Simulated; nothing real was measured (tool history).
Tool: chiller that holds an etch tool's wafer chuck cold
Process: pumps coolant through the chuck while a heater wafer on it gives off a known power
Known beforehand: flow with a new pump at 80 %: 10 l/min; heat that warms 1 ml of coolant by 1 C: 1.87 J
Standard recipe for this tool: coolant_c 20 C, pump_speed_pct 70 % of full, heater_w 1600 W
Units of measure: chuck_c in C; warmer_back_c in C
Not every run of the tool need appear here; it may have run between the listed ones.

run     day  coolant_c  pump_speed_pct  heater_w  chuck_c  warmer_back_c
  1   0.000         20              70      1600     41.7           5.97
      0.429  -- chiller's thermometer calibrated
  2   0.829         20              70      1600     41.8           6.01
  3   1.633         20              70       858     31.5           3.26
  4   2.746         20              70       858     31.7           3.24
  5   4.375         20              70       858     31.7           3.24
  6   5.200         20              70      1600     41.9           6.03
  7   6.492         20              70      1600     41.9           6.02
  8   7.783         20              70      1600     41.8           6.08
  9   8.596         20              87      1600     37.8           4.75
 10   9.796         20              87      1600     37.7           4.75
 11  11.358         20              87      1025     31.2           3.06
 12  12.758         20              87      1600     37.8           4.80
 13  14.017         20              87      1600     37.8           4.74
 14  14.933         20              87      2314     45.9           6.88
 15  16.025         20              87      2314     45.8           6.90
 16  16.738         20              87      2314     45.9           6.91
 17  18.088         20              61      1962     51.0           8.55
 18  18.908         17              61      1962     48.0           8.54
 19  20.583         17              61      1962     48.1           8.66
 20  21.742         30              78      1600     49.9           5.39
 21  23.304         15              84      1850     36.4           5.68
 22  24.246         12              84      1499     29.4           4.63
 23  25.375         20              93      1829     39.1           5.12
 24  26.562         20              93      1829     39.2           5.06
 25  27.804         20              93      1829     39.2           5.07
 26  28.833         23              70      1521     44.1           5.76
 27  29.804         21              70      1600     43.1           6.13
 28  31.025         22              62      1109     39.3           4.78
 29  32.371         20              76      1184     35.2           4.15
 30  33.450         20              70      1145     35.9           4.40
 31  34.496         13              86       885     22.9           2.72

Subtracting, for every run, the result it would have given without the tool's unlogged condition from the measured result gives the following. The same run-to-run variation enters both numbers; the gauge's scatter may not:
The hidden state here: heat passed by the chuck's channels, % of clean ones'; flow at a given pump speed, % of a new pump's; coolant's true temperature over the reading, C; drift of the gauge itself on chuck_c, C; drift of the gauge itself on warmer_back_c, C.
run  chuck_c  warmer_back_c
  1     +1.1          +0.06
  2     +1.3          +0.07
  3     +0.7          +0.03
  4     +0.7          +0.04
  5     +0.7          +0.04
  6     +1.5          +0.07
  7     +1.4          +0.07
  8     +1.5          +0.07
  9     +1.1          +0.06
 10     +1.2          +0.06
 11     +0.7          +0.04
 12     +1.2          +0.06
 13     +1.3          +0.07
 14     +1.9          +0.09
 15     +1.9          +0.10
 16     +1.9          +0.09
 17     +2.3          +0.12
 18     +2.4          +0.12
 19     +2.4          +0.13
 20     +1.5          +0.08
 21     +1.6          +0.09
 22     +1.3          +0.07
 23     +1.4          +0.08
 24     +1.5          +0.08
 25     +1.5          +0.08
 26     +1.7          +0.10
 27     +1.8          +0.10
 28     +1.4          +0.08
 29     +1.1          +0.07
 30     +1.3          +0.08
 31     +0.7          +0.05

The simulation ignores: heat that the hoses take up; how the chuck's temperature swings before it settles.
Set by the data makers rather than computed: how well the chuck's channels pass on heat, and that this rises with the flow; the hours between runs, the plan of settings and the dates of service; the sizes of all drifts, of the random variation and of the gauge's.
